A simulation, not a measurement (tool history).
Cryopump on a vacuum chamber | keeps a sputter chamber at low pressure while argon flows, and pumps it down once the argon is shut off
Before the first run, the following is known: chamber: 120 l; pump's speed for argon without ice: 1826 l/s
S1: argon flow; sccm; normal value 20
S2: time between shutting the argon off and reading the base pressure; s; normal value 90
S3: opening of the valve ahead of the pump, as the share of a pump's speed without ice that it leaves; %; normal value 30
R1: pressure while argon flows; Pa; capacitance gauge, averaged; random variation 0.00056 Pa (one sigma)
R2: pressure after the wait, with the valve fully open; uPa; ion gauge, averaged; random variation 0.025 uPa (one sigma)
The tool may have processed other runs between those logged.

run   hour  S1   S2  S3      R1    R2
  1      0  20   90  30  0.0638  1.21
  2   20.1  20   90  30  0.0638   1.2
  3   35.2  20   90  30  0.0638  1.21
  4   49.5  20   90  30  0.0642  1.24
  5     69  20   90  23  0.0832  1.21
  6     82  20   90  23  0.0841   1.2
  7  105.4  20   90  23  0.0834  1.22
  8  126.3  20   90  23   0.084  1.21
  9  139.1  20   90  23  0.0828  1.27
 10  152.7  20   90  23  0.0839  1.21
 11  171.7  20   90  23  0.0834  1.24
 12  186.1  20   90  23  0.0832  1.28
 13  206.4  20   90  30  0.0653  1.27
 14  228.2  20   90  57  0.0367   1.3
 15  250.3  20   45  20  0.0963  1.99
 16  263.3  31   54  48  0.0657  1.81
 17  274.5  37   83  30  0.1222  1.32
 18  290.8  20   39  30  0.0651  2.32
 19  310.8  37  122  30  0.1218  1.09
 20  322.4  19  111  25  0.0751  1.11
 21    339   9  275  25   0.035  0.79
 22  356.8  20   84  44  0.0473  1.31
 23  376.7  20   84  44  0.0466  1.35
 24  391.3  20   84  44  0.0466  1.36
 25  409.3  39   73  57   0.072  1.45

5 options for the next run, each taken on its own from the tool as it stands now. Forecast them:
  A  420.8  14  271  21   ?   ?
  B  420.8  23   90  46   ?   ?
  C  420.8  27   64  27   ?   ?
  D  420.8  20   90  16   ?   ?
  E  420.8  34   73  57   ?   ?

run      R1    R2
  A  0.0647  0.78
  B  0.0514  1.29
  C   0.098  1.59
  D  0.1207  1.26
  E  0.0615  1.53
Stripped of hidden state, with their random variation kept, the same runs would have yielded:
run      R1    R2
  A  0.0617  0.42
  B  0.0466  0.94
  C  0.0924  1.23
  D  0.1165   0.9
  E  0.0545  1.16

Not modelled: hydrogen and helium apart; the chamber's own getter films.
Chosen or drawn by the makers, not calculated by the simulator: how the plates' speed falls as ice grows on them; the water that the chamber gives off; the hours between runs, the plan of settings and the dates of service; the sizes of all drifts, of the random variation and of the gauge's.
